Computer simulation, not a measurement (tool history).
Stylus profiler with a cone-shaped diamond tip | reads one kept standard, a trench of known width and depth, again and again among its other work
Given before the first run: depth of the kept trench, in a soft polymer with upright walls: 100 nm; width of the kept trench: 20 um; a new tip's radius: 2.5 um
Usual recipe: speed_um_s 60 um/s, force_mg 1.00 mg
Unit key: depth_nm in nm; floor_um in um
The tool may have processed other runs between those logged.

| run | hour | speed_um_s | force_mg | depth_nm | floor_um |
|---|---|---|---|---|---|
| 1 | 0.0 | 60 | 1.00 | 100.21 | 17.55 |
| 2 | 26.2 | 74 | 1.00 | 100.24 | 17.42 |
| 3 | 45.2 | 60 | 1.00 | 100.24 | 17.56 |
| 4 | 73.6 | 60 | 1.00 | 100.25 | 17.63 |
| 5 | 89.6 | 30 | 1.00 | 100.11 | 17.85 |
| 6 | 105.7 | 30 | 0.53 | 99.96 | 17.80 |
| 7 | 138.3 | 30 | 0.53 | 100.03 | 17.70 |
| 8 | 170.0 | 30 | 0.53 | 100.01 | 17.79 |
| 9 | 193.7 | 103 | 1.00 | 100.14 | 17.21 |
| 10 | 226.5 | 103 | 1.00 | 100.21 | 17.07 |
| 11 | 252.3 | 60 | 1.00 | 100.21 | 17.55 |
| 12 | 277.9 | 60 | 1.00 | 100.20 | 17.53 |
| 13 | 305.2 | 60 | 1.00 | 100.07 | 17.53 |
| 14 | 338.4 | 60 | 1.00 | 100.05 | 17.55 |
| 15 | 374.3 | 60 | 1.14 | 100.12 | 17.59 |
| 16 | 408.1 | 60 | 1.14 | 100.08 | 17.55 |
| 17 | 442.7 | 60 | 1.14 | 100.08 | 17.55 |
| 18 | 476.5 | 60 | 1.14 | 100.06 | 17.59 |
| 19 | 495.3 | 60 | 1.14 | 100.07 | 17.52 |
| 20 | 527.3 | 60 | 1.14 | 100.11 | 17.48 |
| 21 | 559.1 | 60 | 1.14 | 100.12 | 17.52 |
| 22 | 575.8 | 60 | 1.14 | 100.12 | 17.49 |
| 23 | 591.7 | 60 | 1.14 | 100.06 | 17.46 |
| 24 | 619.7 | 125 | 2.58 | 100.43 | 17.26 |
| 25 | 645.4 | 125 | 2.58 | 100.51 | 17.25 |
| 26 | 669.0 | 125 | 2.58 | 100.39 | 17.27 |
| 27 | 703.2 | 21 | 2.58 | 100.49 | 17.84 |
| 28 | 720.4 | 22 | 1.71 | 100.17 | 17.93 |
| 29 | 754.1 | 37 | 0.58 | 99.80 | 17.52 |
| 30 | 788.8 | 91 | 2.67 | 100.38 | 17.43 |
| 31 | 811.6 | 153 | 0.36 | 100.20 | 15.52 |
| 32 | 836.4 | 17 | 0.99 | 100.44 | 17.82 |
| 33 | 853.9 | 17 | 0.99 | 100.54 | 17.83 |
| 34 | 872.5 | 98 | 0.37 | 100.16 | 16.43 |
| 35 | 896.6 | 181 | 0.62 | 100.26 | 15.73 |
| 36 | 924.5 | 181 | 1.60 | 100.72 | 16.57 |
| 37 | 954.1 | 200 | 0.52 | 100.28 | 15.26 |
| 38 | 976.7 | 17 | 0.48 | 100.22 | 17.77 |
| 39 | 1000.1 | 25 | 1.11 | 100.46 | 17.76 |
| 40 | 1018.3 | 19 | 2.87 | 100.96 | 17.90 |
| 41 | 1048.6 | 19 | 2.87 | 100.82 | 17.80 |
| 42 | 1082.5 | 60 | 0.44 | 100.30 | 17.02 |
| 43 | 1117.4 | 48 | 1.00 | 100.35 | 17.44 |
| 44 | 1153.0 | 20 | 1.77 | 100.53 | 17.83 |
| 45 | 1176.0 | 112 | 0.58 | 100.21 | 16.49 |
| 46 | 1206.6 | 112 | 0.58 | 100.21 | 16.47 |

Withheld: 1 entry from between the runs. Position of each, and hidden state at the listed run before versus the listed run after:
In the gap between runs 30 and 31: height scale calibrated on a step standard (hour 803.1)
  radius of the tip, um: 4.99 -> 5.01; height scale over the true one, %: -0.482 -> -0.021
  measured minus no-state result, depth_nm: -0.49 -> -0.02 nm; floor_um: -0.59 -> -0.59 um

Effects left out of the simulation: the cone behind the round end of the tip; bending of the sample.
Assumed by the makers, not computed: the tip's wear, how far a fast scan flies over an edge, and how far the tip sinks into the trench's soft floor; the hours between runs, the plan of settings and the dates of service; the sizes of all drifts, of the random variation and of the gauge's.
